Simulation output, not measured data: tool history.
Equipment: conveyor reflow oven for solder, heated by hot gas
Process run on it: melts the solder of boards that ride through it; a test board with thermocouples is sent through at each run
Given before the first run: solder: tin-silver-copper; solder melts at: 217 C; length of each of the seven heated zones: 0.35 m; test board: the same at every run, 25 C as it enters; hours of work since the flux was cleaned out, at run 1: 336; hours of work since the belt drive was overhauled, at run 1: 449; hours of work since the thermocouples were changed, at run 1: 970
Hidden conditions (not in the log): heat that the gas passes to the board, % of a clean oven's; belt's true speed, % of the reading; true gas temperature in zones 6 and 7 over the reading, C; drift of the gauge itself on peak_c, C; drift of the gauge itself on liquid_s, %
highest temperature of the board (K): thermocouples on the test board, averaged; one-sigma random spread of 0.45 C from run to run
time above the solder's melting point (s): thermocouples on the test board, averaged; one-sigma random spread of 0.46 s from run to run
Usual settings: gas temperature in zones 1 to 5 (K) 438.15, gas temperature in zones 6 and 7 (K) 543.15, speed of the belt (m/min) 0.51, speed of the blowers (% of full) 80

run   hour  gas temperature in zones 1 to 5 (K)  gas temperature in zones 6 and 7 (K)  speed of the belt (m/min)  speed of the blowers (% of full)  hours of work since the flux was cleaned out  hours of work since the belt drive was overhauled  hours of work since the thermocouples were changed  highest temperature of the board (K)  time above the solder's melting point (s)
  1      0                               438.15                                543.15                       0.51                                80                                           336                                                449                                                 970                                528.85                                       61.4
  2   25.5                               438.15                                543.15                       0.51                                80                                           347                                                461                                                 982                                527.85                                       60.7
  3   49.2                               438.15                                538.15                       0.51                                80                                           358                                                472                                                 993                                522.65                                       57.2
  4   82.4                               438.15                                538.15                       0.51                                80                                           374                                                487                                                1008                                522.75                                       57.1
  5  102.1                               438.15                                538.15                       0.51                                80                                           383                                                496                                                1017                                522.65                                         57
     109.4  -- belt drive overhauled, speed set with a stopwatch
  6  128.1                               438.15                                538.15                       0.51                                80                                           393                                                  9                                                1027                                522.65                                       57.4
  7    162                               438.15                                538.15                       0.51                                80                                           409                                                 24                                                1043                                522.65                                         57
     198.8  -- flux residue cleaned out of gas plates and filters
  8  198.8                               438.15                                538.15                       0.51                                80                                             0                                                 39                                                1058                                526.05                                       62.2
  9    217                               442.15                                534.15                      0.548                                80                                             8                                                 47                                                1066                                521.15                                       54.5
 10  251.2                               442.15                                534.15                      0.548                                80                                            24                                                 63                                                1082                                521.65                                       53.7

4 options for the next run, each taken on its own from the tool as it stands now. Forecast them:
     276.9  -- thermocouples of zones 6 and 7 changed
  A  289.4                               438.15                                538.15                       0.51                                50                                            41                                                 80                                                   6                                     ?                                          ?
     276.9  -- thermocouples of zones 6 and 7 changed
  B  289.4                               446.15                                543.15                        0.6                                80                                            41                                                 80                                                   6                                     ?                                          ?
     276.9  -- thermocouples of zones 6 and 7 changed
  C  289.4                               438.15                                543.15                      0.475                                82                                            41                                                 80                                                   6                                     ?                                          ?
     276.9  -- thermocouples of zones 6 and 7 changed
  D  289.4                               441.15                                543.15                       0.51                                53                                            41                                                 80                                                   6                                     ?                                          ?

run  highest temperature of the board (K)  time above the solder's melting point (s)
  A                                517.85                                       51.1
  B                                526.05                                       53.3
  C                                531.85                                       70.9
  D                                523.95                                       58.5
With no hidden state in the tool, these same runs would have given:
run  highest temperature of the board (K)  time above the solder's melting point (s)
  A                                517.55                                       50.1
  B                                526.05                                       52.6
  C                                531.75                                       69.9
  D                                523.75                                       57.5

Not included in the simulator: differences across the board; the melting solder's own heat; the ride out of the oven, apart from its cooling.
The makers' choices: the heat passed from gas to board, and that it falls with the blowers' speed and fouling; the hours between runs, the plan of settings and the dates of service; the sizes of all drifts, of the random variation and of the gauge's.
